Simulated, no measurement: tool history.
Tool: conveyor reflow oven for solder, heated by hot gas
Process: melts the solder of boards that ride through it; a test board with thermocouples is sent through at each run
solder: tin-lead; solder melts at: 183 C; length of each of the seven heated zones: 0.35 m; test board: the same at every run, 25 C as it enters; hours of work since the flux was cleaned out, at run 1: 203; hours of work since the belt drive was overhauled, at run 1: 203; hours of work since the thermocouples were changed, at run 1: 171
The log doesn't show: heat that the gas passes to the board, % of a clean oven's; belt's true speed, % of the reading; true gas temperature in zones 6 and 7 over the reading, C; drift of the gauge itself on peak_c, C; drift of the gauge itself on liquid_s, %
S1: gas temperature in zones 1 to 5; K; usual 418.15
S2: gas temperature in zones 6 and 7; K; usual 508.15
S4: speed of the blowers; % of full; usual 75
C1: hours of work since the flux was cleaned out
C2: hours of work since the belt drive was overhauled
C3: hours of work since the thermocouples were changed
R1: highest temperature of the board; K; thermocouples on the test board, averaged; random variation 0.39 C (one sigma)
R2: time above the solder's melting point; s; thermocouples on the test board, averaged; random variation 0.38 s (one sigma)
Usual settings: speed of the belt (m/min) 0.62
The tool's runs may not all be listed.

{"run": 1, "hour": 0.0, "S1": 418.15, "S2": 508.15, "speed of the belt (m/min)": 0.62, "S4": 75, "C1": 203, "C2": 203, "C3": 171, "R1": 494.05, "R2": 55.6}
{"run": 2, "hour": 37.0, "S1": 418.15, "S2": 508.15, "speed of the belt (m/min)": 0.62, "S4": 75, "C1": 225, "C2": 225, "C3": 193, "R1": 493.85, "R2": 55.5}
{"run": 3, "hour": 81.4, "S1": 418.15, "S2": 508.15, "speed of the belt (m/min)": 0.602, "S4": 75, "C1": 251, "C2": 251, "C3": 220, "R1": 494.25, "R2": 57.8}
{"run": 4, "hour": 117.6, "S1": 418.15, "S2": 508.15, "speed of the belt (m/min)": 0.602, "S4": 75, "C1": 273, "C2": 273, "C3": 241, "R1": 493.65, "R2": 57.3}
{"run": 5, "hour": 154.4, "S1": 418.15, "S2": 508.15, "speed of the belt (m/min)": 0.602, "S4": 75, "C1": 295, "C2": 295, "C3": 263, "R1": 492.85, "R2": 56.7}
{"run": 6, "hour": 190.2, "S1": 418.15, "S2": 508.15, "speed of the belt (m/min)": 0.602, "S4": 75, "C1": 316, "C2": 316, "C3": 285, "R1": 492.85, "R2": 57}
{"run": 7, "hour": 219.8, "S1": 418.15, "S2": 520.15, "speed of the belt (m/min)": 0.62, "S4": 75, "C1": 334, "C2": 334, "C3": 302, "R1": 502.35, "R2": 60.9}
{"hour": 227.2, "done": "flux residue cleaned out of gas plates and filters"}
{"run": 8, "hour": 257.0, "S1": 418.15, "S2": 520.15, "speed of the belt (m/min)": 0.573, "S4": 89, "C1": 18, "C2": 353, "C3": 322, "R1": 505.75, "R2": 67}
{"run": 9, "hour": 280.5, "S1": 418.15, "S2": 518.15, "speed of the belt (m/min)": 0.573, "S4": 72, "C1": 32, "C2": 367, "C3": 336, "R1": 501.25, "R2": 64.1}
{"run": 10, "hour": 309.7, "S1": 418.15, "S2": 518.15, "speed of the belt (m/min)": 0.573, "S4": 72, "C1": 49, "C2": 385, "C3": 353, "R1": 501.05, "R2": 65.1}
{"run": 11, "hour": 334.9, "S1": 403.15, "S2": 518.15, "speed of the belt (m/min)": 0.586, "S4": 75, "C1": 64, "C2": 400, "C3": 368, "R1": 497.75, "R2": 56.8}
{"hour": 352.4, "done": "flux residue cleaned out of gas plates and filters, once more"}
{"run": 12, "hour": 384.1, "S1": 417.15, "S2": 508.15, "speed of the belt (m/min)": 0.509, "S4": 75, "C1": 19, "C2": 426, "C3": 394, "R1": 499.85, "R2": 73.1}

How the hidden state differs across the entries between the runs, from the last listed run before each to the first after it:
Between runs 7 and 8: flux residue cleaned out of gas plates and filters (hour 227.2)
  heat that the gas passes to the board, % of a clean oven's: 85.3 -> 80.3; belt's true speed, % of the reading: 99.03 -> 98.99; true gas temperature in zones 6 and 7 over the reading, C: 0.54 -> 0.57
  measured less the result without the state, R1: -3.4 -> -4.6 K; R2: -1 -> -1.2 s
Between runs 11 and 12: flux residue cleaned out of gas plates and filters, once more (hour 352.4)
  heat that the gas passes to the board, % of a clean oven's: 78.7 -> 98.6; belt's true speed, % of the reading: 98.89 -> 98.83; true gas temperature in zones 6 and 7 over the reading, C: 0.64 -> 0.67
  measured less the result without the state, R1: -5.9 -> +0.6 K; R2: -3.2 -> +1.2 s
